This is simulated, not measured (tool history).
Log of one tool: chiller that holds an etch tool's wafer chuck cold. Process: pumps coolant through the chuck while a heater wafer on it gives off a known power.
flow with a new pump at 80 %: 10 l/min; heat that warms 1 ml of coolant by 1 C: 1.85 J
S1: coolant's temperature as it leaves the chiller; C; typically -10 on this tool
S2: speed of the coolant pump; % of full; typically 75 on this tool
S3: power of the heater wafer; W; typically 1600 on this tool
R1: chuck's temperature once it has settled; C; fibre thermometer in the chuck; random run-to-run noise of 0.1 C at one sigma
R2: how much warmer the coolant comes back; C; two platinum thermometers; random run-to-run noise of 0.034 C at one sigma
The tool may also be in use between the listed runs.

| run | day | S1 | S2 | S3 | R1 | R2 |
|---|---|---|---|---|---|---|
| 1 | 0 | -10 | 75 | 1600 | 6.9 | 5.57 |
| 2 | 5.254 | -10 | 75 | 1030 | 1.3 | 3.57 |
| 3 | 13.054 | -10 | 75 | 1910 | 10.2 | 6.73 |
|  | 19.5 | chiller's thermometer calibrated |
| 4 | 20.671 | -10 | 75 | 1910 | 9.4 | 6.62 |
| 5 | 27.175 | -10 | 63 | 1600 | 9.2 | 6.57 |
| 6 | 33.333 | -10 | 85 | 1600 | 5.1 | 4.98 |
| 7 | 38.838 | -10 | 85 | 1600 | 5.2 | 4.94 |
| 8 | 46.329 | -10 | 85 | 1600 | 5.1 | 5.02 |
| 9 | 52.475 | -4 | 75 | 1600 | 12.8 | 5.59 |
| 10 | 60.458 | -10 | 75 | 1105 | 1.8 | 3.92 |
| 11 | 66.142 | -10 | 75 | 1105 | 1.8 | 3.86 |
| 12 | 73.642 | -7 | 75 | 1105 | 4.8 | 3.87 |
| 13 | 78.262 | -10 | 75 | 1031 | 1 | 3.59 |
| 14 | 84.05 | -10 | 75 | 1031 | 1.3 | 3.59 |
| 15 | 89.125 | -10 | 75 | 1031 | 1.4 | 3.63 |
| 16 | 93.717 | -10 | 75 | 1600 | 7.5 | 5.61 |
| 17 | 97.579 | -7 | 99 | 2213 | 12.1 | 5.98 |
| 18 | 104.096 | -7 | 66 | 1490 | 11.1 | 5.94 |
| 19 | 111.358 | -5 | 91 | 2109 | 14.6 | 6.2 |
| 20 | 115.696 | -12 | 79 | 1000 | -1.2 | 3.39 |
| 21 | 119.254 | -19 | 79 | 1000 | -8.4 | 3.35 |
| 22 | 123.096 | -11 | 80 | 1658 | 6.6 | 5.56 |
| 23 | 127.25 | 0 | 80 | 1310 | 14.1 | 4.32 |
| 24 | 132.417 | 0 | 80 | 1310 | 14.1 | 4.29 |
| 25 | 139.292 | -10 | 75 | 1551 | 7.4 | 5.51 |
| 26 | 146.633 | -10 | 75 | 1551 | 7.6 | 5.46 |
| 27 | 151.862 | -10 | 75 | 1551 | 7.6 | 5.56 |
| 28 | 156.808 | -10 | 75 | 1551 | 7.8 | 5.53 |
| 29 | 162.125 | -10 | 75 | 876 | 0.2 | 3.12 |
| 30 | 165.721 | -10 | 85 | 1669 | 7.5 | 5.33 |
| 31 | 171.192 | -10 | 85 | 1669 | 7.5 | 5.28 |

Here are 4 independent what-if runs from the current tool condition. What would each one return?
| A | 177.971 | -20 | 75 | 1224 | ? | ? |
| B | 177.971 | -10 | 76 | 1395 | ? | ? |
| C | 177.971 | -19 | 62 | 2307 | ? | ? |
| D | 177.971 | -10 | 74 | 885 | ? | ? |

| run | R1 | R2 |
|---|---|---|
| A | -5.8 | 4.42 |
| B | 6.1 | 4.87 |
| C | 12.1 | 9.88 |
| D | 0.5 | 3.23 |
Without the tool's unlogged condition, the same runs would have read:
| run | R1 | R2 |
|---|---|---|
| A | -8.2 | 4.28 |
| B | 3.5 | 4.71 |
| C | 7.3 | 9.56 |
| D | -1.4 | 3.12 |
